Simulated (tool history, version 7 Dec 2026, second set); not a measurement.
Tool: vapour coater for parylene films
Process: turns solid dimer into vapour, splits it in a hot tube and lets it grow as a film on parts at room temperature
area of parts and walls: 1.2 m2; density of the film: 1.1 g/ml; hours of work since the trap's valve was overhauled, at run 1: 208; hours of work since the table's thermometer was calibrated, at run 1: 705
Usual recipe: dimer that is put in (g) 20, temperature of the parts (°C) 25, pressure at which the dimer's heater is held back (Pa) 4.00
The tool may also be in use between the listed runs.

run,hour,dimer that is put in (g),temperature of the parts (°C),pressure at which the dimer's heater is held back (Pa),hours of work since the trap's valve was overhauled,hours of work since the table's thermometer was calibrated,thickness of the film (um)
1,0.0,20,25,4.00,208,705,7.55
2,45.6,20,25,3.09,238,734,7.70
3,115.1,20,25,3.09,282,779,7.54
# hour 123.3: trap's valve overhauled
# hour 171.9: table's thermometer calibrated
4,182.3,20,25,3.09,37,7,8.12
5,236.2,12,25,4.00,72,41,4.80
6,270.9,12,25,3.16,95,64,4.85
7,328.8,18,25,4.00,132,101,7.13
8,405.4,18,25,4.00,181,151,7.04
9,441.2,22,25,4.00,204,174,8.57
# hour 485.0: table's thermometer calibrated, once more
10,521.6,22,25,4.00,256,24,8.10
# hour 573.1: trap's valve overhauled
11,594.9,29,22,8.47,14,68,11.60
12,639.1,29,22,8.47,43,97,11.59
13,707.0,29,22,8.47,86,141,11.46
14,778.1,21,34,2.99,132,187,6.60
15,820.6,22,27,8.10,160,214,7.71
16,860.1,22,36,8.10,185,239,6.23
17,939.0,22,36,8.10,236,290,6.19
18,999.0,10,36,8.10,275,329,2.75
# hour 1019.6: trap's valve overhauled
19,1059.2,35,23,2.34,26,365,14.97
20,1119.5,20,22,11.72,64,404,7.92

Alternative continuations, all from the tool just after run 20; predict every row:
A,1192.8,26,22,11.72,112,451,?
B,1192.8,20,25,5.42,112,451,?
C,1192.8,20,24,3.10,112,451,?

run,thickness of the film (um)
A,10.19
B,7.67
C,8.10
The same runs, with their run-to-run variation unchanged, on a tool lacking any hidden condition would have given:
run,thickness of the film (um)
A,10.33
B,7.78
C,8.21
